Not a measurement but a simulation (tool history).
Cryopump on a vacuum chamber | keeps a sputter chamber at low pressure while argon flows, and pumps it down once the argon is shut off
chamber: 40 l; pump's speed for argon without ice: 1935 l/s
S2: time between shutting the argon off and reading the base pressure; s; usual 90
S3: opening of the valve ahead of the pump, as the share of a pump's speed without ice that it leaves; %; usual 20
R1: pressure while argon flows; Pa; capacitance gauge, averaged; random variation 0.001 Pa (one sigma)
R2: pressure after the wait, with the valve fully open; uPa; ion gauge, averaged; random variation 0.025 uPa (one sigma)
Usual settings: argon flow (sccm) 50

Run 1, hour 0: usual settings. Result: R1 0.2212 Pa, R2 1.4 uPa.
Run 2, hour 51.2: usual settings. Result: R1 0.2221 Pa, R2 1.47 uPa.
Run 3, hour 95.3: usual settings. Result: R1 0.2226 Pa, R2 1.49 uPa.
Run 4, hour 147.8: usual settings. Result: R1 0.2234 Pa, R2 1.62 uPa.
Run 5, hour 177.4: usual settings but S3 19 %. Result: R1 0.235 Pa, R2 1.63 uPa.
Run 6, hour 206.3: usual settings but S3 19 %. Result: R1 0.234 Pa, R2 1.69 uPa.
Run 7, hour 249.5: usual settings. Result: R1 0.2258 Pa, R2 1.83 uPa.
Run 8, hour 275.4: usual settings. Result: R1 0.2227 Pa, R2 1.87 uPa.
Run 9, hour 314.6: usual settings. Result: R1 0.2252 Pa, R2 1.83 uPa.
Run 10, hour 365.7: usual settings. Result: R1 0.2245 Pa, R2 1.98 uPa.
Run 11, hour 422.7: usual settings. Result: R1 0.2271 Pa, R2 2.05 uPa.
Run 12, hour 452.5: usual settings but S3 16 %. Result: R1 0.2821 Pa, R2 2.06 uPa.
Run 13, hour 508: usual settings but S3 16 %. Result: R1 0.2813 Pa, R2 2.19 uPa.
At hour 570.1: pump warmed up, emptied and cooled again.
Run 14, hour 574.3: usual settings but S3 16 %. Result: R1 0.2744 Pa, R2 2.07 uPa.
Run 15, hour 627.8: usual settings but S2 41 s, S3 16 %. Result: R1 0.2717 Pa, R2 3.17 uPa.
Run 16, hour 669.3: usual settings but S2 41 s, S3 16 %. Result: R1 0.2728 Pa, R2 3.13 uPa.
Run 17, hour 713.6: usual settings but S2 41 s, S3 16 %. Result: R1 0.2736 Pa, R2 3.37 uPa.
Run 18, hour 740.7: usual settings but S2 41 s, S3 15 %. Result: R1 0.2946 Pa, R2 3.27 uPa.
Run 19, hour 771.2: usual settings but S2 114 s, S3 15 %. Result: R1 0.2925 Pa, R2 2.19 uPa.
Run 20, hour 831: usual settings but S2 114 s, S3 15 %. Result: R1 0.2943 Pa, R2 2.28 uPa.
Run 21, hour 872.3: usual settings but S2 114 s, S3 15 %. Result: R1 0.2936 Pa, R2 2.28 uPa.
Run 22, hour 905: usual settings but argon flow (sccm) 40, S2 148 s, S3 15 %. Result: R1 0.2363 Pa, R2 2.3 uPa.
Run 23, hour 934.7: usual settings but argon flow (sccm) 40, S2 148 s, S3 15 %. Result: R1 0.2364 Pa, R2 2.22 uPa.
Run 24, hour 988.5: usual settings but argon flow (sccm) 21, S2 148 s, S3 17 %. Result: R1 0.1098 Pa, R2 2.33 uPa.

Forecast run 25:
Run 25, hour 1033.3: usual settings but argon flow (sccm) 21, S2 148 s, S3 17 %. Result: R1 ?, R2 ?.

R1: 0.1106 Pa
R2: 2.38 uPa
Without the tool's hidden state the same run would have given R1 0.1083 Pa, R2 0.62 uPa.

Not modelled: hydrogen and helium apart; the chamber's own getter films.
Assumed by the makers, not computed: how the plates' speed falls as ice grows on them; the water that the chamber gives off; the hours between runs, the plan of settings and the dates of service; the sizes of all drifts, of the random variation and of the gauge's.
